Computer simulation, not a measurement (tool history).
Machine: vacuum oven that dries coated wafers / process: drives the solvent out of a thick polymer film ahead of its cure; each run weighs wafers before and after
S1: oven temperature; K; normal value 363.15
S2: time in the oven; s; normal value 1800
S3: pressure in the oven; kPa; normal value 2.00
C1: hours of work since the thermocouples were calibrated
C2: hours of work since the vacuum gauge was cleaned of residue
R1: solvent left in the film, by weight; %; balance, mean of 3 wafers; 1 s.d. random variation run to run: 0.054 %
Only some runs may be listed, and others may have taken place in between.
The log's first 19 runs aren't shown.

run,hour,S1,S2,S3,C1,C2,R1
20,301.5,363.15,1680,2.00,807,688,2.36
21,320.8,363.15,1680,2.00,819,700,2.17
22,338.5,363.15,1680,1.58,830,711,2.04
23,359.7,363.15,1680,1.58,843,724,1.93
24,378.2,363.15,1800,2.00,854,735,2.19
25,394.8,373.15,1440,2.00,864,746,1.20
26,412.7,373.15,1440,2.00,876,757,1.22
27,432.6,361.15,1080,2.00,888,769,3.91
28,442.1,366.15,1560,2.00,894,775,1.80
29,452.7,359.15,1080,1.13,900,782,3.91
30,470.7,359.15,1200,1.04,911,793,3.35
31,485.3,373.15,1800,3.52,921,802,1.92
32,503.9,378.15,1740,3.52,932,813,1.54
33,514.7,348.15,1740,4.05,939,820,7.85
34,527.5,363.15,1680,2.00,947,828,2.26
35,538.5,363.15,3060,2.00,954,835,1.73

Run 36 comes next. What will it give?
36,559.9,365.15,1320,2.00,967,848,?

Run 36 came out at R1 2.31 %.
With the hidden condition absent and the run-to-run variation left alone, this run would have shown R1 2.40 %.
